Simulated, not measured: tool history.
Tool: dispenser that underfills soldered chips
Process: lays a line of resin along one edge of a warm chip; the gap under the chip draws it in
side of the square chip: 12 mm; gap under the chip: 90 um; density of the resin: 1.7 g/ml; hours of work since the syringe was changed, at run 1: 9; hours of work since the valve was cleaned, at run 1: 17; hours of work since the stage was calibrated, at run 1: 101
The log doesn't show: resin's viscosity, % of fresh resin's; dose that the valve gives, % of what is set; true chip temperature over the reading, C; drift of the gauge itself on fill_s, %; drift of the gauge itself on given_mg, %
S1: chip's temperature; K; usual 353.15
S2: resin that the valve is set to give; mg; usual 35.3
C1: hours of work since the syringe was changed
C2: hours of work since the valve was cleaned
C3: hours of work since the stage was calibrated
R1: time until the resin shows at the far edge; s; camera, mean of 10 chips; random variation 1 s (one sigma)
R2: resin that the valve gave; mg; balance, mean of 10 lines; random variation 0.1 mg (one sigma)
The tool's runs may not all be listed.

| run | hour | S1 | S2 | C1 | C2 | C3 | R1 | R2 |
|---|---|---|---|---|---|---|---|---|
| 1 | 0 | 353.15 | 35.3 | 9 | 17 | 101 | 207 | 34.81 |
|  | 1.7 | new syringe of resin |
| 2 | 3.4 | 353.15 | 35.3 | 1 | 19 | 103 | 105.9 | 34.99 |
| 3 | 5.5 | 353.15 | 35.3 | 3 | 20 | 104 | 120.3 | 34.86 |
| 4 | 10 | 353.15 | 35.3 | 6 | 23 | 107 | 159.1 | 34.78 |
| 5 | 14.1 | 353.15 | 35.3 | 9 | 26 | 110 | 201.6 | 34.67 |
|  | 16.6 | new syringe of resin |
| 6 | 19.2 | 353.15 | 35.3 | 2 | 29 | 113 | 110.5 | 34.46 |
| 7 | 21.2 | 353.15 | 35.3 | 3 | 31 | 115 | 126.3 | 34.53 |
| 8 | 23.2 | 353.15 | 35.3 | 5 | 32 | 116 | 141.7 | 34.53 |
| 9 | 25.9 | 353.15 | 35.3 | 6 | 34 | 118 | 168.3 | 34.55 |
| 10 | 29.2 | 353.15 | 30.3 | 9 | 36 | 120 | 200.7 | 29.69 |
|  | 31.5 | new syringe of resin |
| 11 | 33.4 | 353.15 | 42.8 | 1 | 39 | 123 | 104.9 | 41.85 |
| 12 | 35.8 | 353.15 | 35.3 | 3 | 41 | 125 | 124.3 | 34.42 |
| 13 | 39.3 | 353.15 | 35.3 | 5 | 43 | 127 | 149.1 | 34.38 |
| 14 | 41.7 | 353.15 | 31.3 | 7 | 45 | 129 | 181.3 | 30.35 |
|  | 46.2 | new syringe of resin |
| 15 | 46.7 | 353.15 | 31.3 | 0 | 48 | 132 | 98.8 | 30.31 |
| 16 | 49.5 | 353.15 | 31.3 | 2 | 50 | 134 | 113.6 | 30.28 |
| 17 | 53.3 | 340.15 | 35.3 | 5 | 53 | 137 | 209.7 | 34.13 |
| 18 | 57.8 | 353.15 | 43.9 | 8 | 56 | 140 | 184.4 | 42.43 |
|  | 61.2 | new syringe of resin |
| 19 | 61.8 | 353.15 | 43.9 | 0 | 58 | 142 | 96.3 | 42.39 |
| 20 | 64.9 | 360.15 | 41.2 | 3 | 60 | 144 | 94.7 | 39.59 |
| 21 | 69.7 | 345.15 | 41.2 | 6 | 64 | 148 | 196.8 | 39.53 |
| 22 | 73.2 | 348.15 | 45.7 | 8 | 66 | 150 | 220.3 | 43.77 |
|  | 76.1 | new syringe of resin |
| 23 | 77.9 | 354.15 | 34.5 | 1 | 69 | 153 | 101.3 | 32.94 |
| 24 | 81.8 | 345.15 | 42.2 | 4 | 72 | 156 | 160.7 | 40.18 |
| 25 | 84.5 | 359.15 | 30.6 | 6 | 74 | 158 | 133.7 | 29.14 |
| 26 | 88.8 | 358.15 | 42.7 | 9 | 77 | 161 | 170 | 40.8 |
|  | 90.8 | new syringe of resin |
| 27 | 93 | 346.15 | 33 | 2 | 79 | 163 | 133.6 | 31.46 |
| 28 | 95.7 | 359.15 | 38.7 | 3 | 81 | 165 | 105.5 | 36.7 |
| 29 | 98.5 | 359.15 | 38.7 | 5 | 83 | 167 | 123 | 36.69 |
| 30 | 100.6 | 338.15 | 31.4 | 7 | 85 | 169 | 269.2 | 29.9 |
| 31 | 102.7 | 363.15 | 42.1 | 8 | 86 | 170 | 141.7 | 39.96 |
| 32 | 104.8 | 363.15 | 42.1 | 10 | 88 | 172 | 162.2 | 39.78 |
|  | 105.6 | new syringe of resin |
| 33 | 109.7 | 363.15 | 42.1 | 3 | 91 | 175 | 88.3 | 39.83 |
| 34 | 113.2 | 346.15 | 34.6 | 5 | 93 | 177 | 180.1 | 32.8 |
| 35 | 115.3 | 350.15 | 40.3 | 7 | 95 | 179 | 181.5 | 37.73 |
| 36 | 119.4 | 339.15 | 34.2 | 10 | 97 | 181 | 320.4 | 32.23 |
|  | 120.4 | new syringe of resin |
| 37 | 122.1 | 348.15 | 44.3 | 1 | 99 | 183 | 119.4 | 41.49 |

The same runs without the tool's hidden state, with the same run-to-run variation:
| run | R1 | R2 |
|---|---|---|
| 1 | 97.3 | 35.26 |
| 2 | 95.7 | 35.48 |
| 3 | 95.7 | 35.38 |
| 4 | 97.2 | 35.37 |
| 5 | 97.3 | 35.31 |
| 6 | 95.4 | 35.16 |
| 7 | 96.7 | 35.26 |
| 8 | 96.9 | 35.29 |
| 9 | 97.6 | 35.35 |
| 10 | 95.7 | 30.42 |
| 11 | 94.8 | 42.95 |
| 12 | 97.5 | 35.35 |
| 13 | 95.1 | 35.35 |
| 14 | 100.1 | 31.24 |
| 15 | 98.9 | 31.26 |
| 16 | 96.1 | 31.27 |
| 17 | 142.8 | 35.3 |
| 18 | 96.3 | 43.95 |
| 19 | 93.5 | 43.98 |
| 20 | 76.5 | 41.13 |
| 21 | 120.2 | 41.16 |
| 22 | 109.6 | 45.64 |
| 23 | 92.3 | 34.41 |
| 24 | 117.5 | 42.03 |
| 25 | 82.3 | 30.52 |
| 26 | 82 | 42.81 |
| 27 | 119.7 | 33.06 |
| 28 | 81.1 | 38.62 |
| 29 | 80.2 | 38.66 |
| 30 | 154.1 | 31.53 |
| 31 | 72 | 42.17 |
| 32 | 73.2 | 42.02 |
| 33 | 70.6 | 42.14 |
| 34 | 117.2 | 34.76 |
| 35 | 104.3 | 40.02 |
| 36 | 145.4 | 34.25 |
| 37 | 109 | 44.14 |
